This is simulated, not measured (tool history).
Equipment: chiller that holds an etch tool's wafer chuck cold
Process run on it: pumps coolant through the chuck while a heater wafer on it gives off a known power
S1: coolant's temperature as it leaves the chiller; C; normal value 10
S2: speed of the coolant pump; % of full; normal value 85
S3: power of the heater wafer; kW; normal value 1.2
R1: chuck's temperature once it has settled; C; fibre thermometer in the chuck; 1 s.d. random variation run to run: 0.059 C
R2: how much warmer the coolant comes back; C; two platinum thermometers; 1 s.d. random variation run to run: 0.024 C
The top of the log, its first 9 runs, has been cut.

run    hour  S1  S2     S3     R1    R2
 10     360  10  63    1.2  22.54  3.62
 11   401.1  10  85    1.2  20.28  2.62
      409.7  -- coolant pump overhauled
 12   457.9  10  85    1.2  20.33  2.58
 13   498.7  10  85  1.078  19.16  2.34
 14   546.6  10  85  1.078  19.26  2.36
 15   579.5  10  85  1.078  19.28  2.37
 16   619.2  10  85  1.078  19.19  2.32
      640.2  -- coolant pump overhauled, once more
 17   678.2  10  85  1.078  19.27  2.31
 18   721.8  10  74  1.078  19.98  2.72
 19   748.8   6  80  0.865  13.69  1.96
 20   806.7   7  80   1.31  18.76  2.99
 21     841   7  80   1.31  18.66  3.02
 22   897.5  10  95    1.2  19.55  2.29
 23   948.5  10  95    1.2  19.57  2.27
 24   988.8  10  95    1.2  19.55   2.3
 25  1043.6   1  65    1.2  13.17  3.46
 26  1086.1  11  72  1.038   20.9   2.7
 27    1135  11  81   0.64  16.43  1.48
 28  1160.8  11  81   0.64  16.47  1.44
 29  1208.3  10  66  0.943  19.34  2.72
 30  1244.9  10  66  0.943  19.43  2.71
 31  1279.7  10  86  0.943  17.89     2

Each row is a separate what-if for the run after 31, all from the same tool condition, not one after another. Results?
  A  1323.9   0  63    1.2   ?   ?
  B  1323.9  10  82  0.943   ?   ?
  C  1323.9   6  85  1.433   ?   ?

run     R1    R2
  A  12.46   3.6
  B  18.13  2.13
  C  18.46  3.15
What these runs would have given with no unlogged condition in the tool:
run     R1    R2
  A  12.16  3.57
  B  18.11   2.1
  C  18.14  3.12
